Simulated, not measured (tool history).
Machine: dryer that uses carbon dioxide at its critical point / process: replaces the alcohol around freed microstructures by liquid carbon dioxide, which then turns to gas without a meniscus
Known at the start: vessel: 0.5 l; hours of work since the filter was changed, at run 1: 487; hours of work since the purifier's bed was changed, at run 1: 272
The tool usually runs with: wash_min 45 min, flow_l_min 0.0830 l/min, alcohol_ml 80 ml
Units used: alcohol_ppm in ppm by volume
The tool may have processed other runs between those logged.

| run | hour | wash_min | flow_l_min | alcohol_ml | hours of work since the filter was changed | hours of work since the purifier's bed was changed | alcohol_ppm |
|---|---|---|---|---|---|---|---|
| 1 | 0.0 | 45 | 0.0830 | 80 | 487 | 272 | 674 |
|  | 24.9 | inlet filter changed |
| 2 | 34.6 | 45 | 0.0830 | 80 | 4 | 285 | 398 |
| 3 | 78.9 | 45 | 0.0830 | 80 | 21 | 302 | 384 |
| 4 | 112.8 | 45 | 0.0830 | 80 | 34 | 315 | 394 |
| 5 | 162.1 | 45 | 0.0831 | 80 | 53 | 334 | 404 |
| 6 | 191.0 | 45 | 0.0830 | 80 | 64 | 345 | 430 |
| 7 | 229.4 | 45 | 0.0830 | 80 | 78 | 360 | 443 |
| 8 | 255.8 | 45 | 0.0830 | 80 | 88 | 370 | 440 |
| 9 | 285.8 | 45 | 0.0830 | 80 | 100 | 381 | 447 |
| 10 | 335.4 | 45 | 0.0830 | 80 | 119 | 400 | 462 |
| 11 | 376.7 | 45 | 0.0830 | 28 | 135 | 416 | 215 |
| 12 | 417.3 | 45 | 0.0722 | 28 | 150 | 432 | 383 |
| 13 | 456.8 | 45 | 0.0830 | 20 | 165 | 447 | 183 |
| 14 | 484.5 | 45 | 0.0580 | 80 | 176 | 457 | 2720 |
| 15 | 507.9 | 45 | 0.0830 | 80 | 185 | 466 | 503 |
| 16 | 554.6 | 45 | 0.0830 | 80 | 203 | 484 | 526 |
| 17 | 586.7 | 45 | 0.0830 | 80 | 215 | 496 | 536 |
| 18 | 615.9 | 45 | 0.0830 | 80 | 226 | 508 | 538 |
| 19 | 647.0 | 45 | 0.0830 | 80 | 238 | 519 | 542 |
| 20 | 682.0 | 45 | 0.0830 | 80 | 252 | 533 | 567 |
| 21 | 733.9 | 35 | 0.1180 | 80 | 271 | 553 | 326 |
| 22 | 762.2 | 57 | 0.0539 | 28 | 282 | 564 | 618 |
| 23 | 810.2 | 57 | 0.0539 | 28 | 301 | 582 | 645 |
| 24 | 841.7 | 57 | 0.0986 | 20 | 313 | 594 | 117 |
| 25 | 893.9 | 45 | 0.0518 | 27 | 333 | 614 | 1729 |
| 26 | 928.6 | 45 | 0.0518 | 27 | 346 | 627 | 1722 |
| 27 | 955.6 | 68 | 0.0555 | 28 | 356 | 638 | 305 |
| 28 | 976.7 | 45 | 0.0605 | 40 | 364 | 646 | 1450 |
| 29 | 1001.9 | 45 | 0.0605 | 40 | 374 | 655 | 1442 |
| 30 | 1025.5 | 55 | 0.0605 | 95 | 383 | 664 | 1435 |
| 31 | 1067.3 | 55 | 0.0605 | 95 | 399 | 680 | 1429 |
| 32 | 1107.4 | 66 | 0.0830 | 62 | 414 | 696 | 156 |
| 33 | 1140.1 | 66 | 0.0830 | 62 | 427 | 708 | 156 |
| 34 | 1185.5 | 56 | 0.0729 | 37 | 444 | 726 | 286 |

Estimate the outcome of run 35 from the log above:
| 35 | 1235.6 | 56 | 0.0729 | 37 | 464 | 745 | ? |

alcohol_ppm: 306 ppm by volume
If the tool had no hidden condition, the same run with the same run-to-run variation would have returned alcohol_ppm 88 ppm by volume.
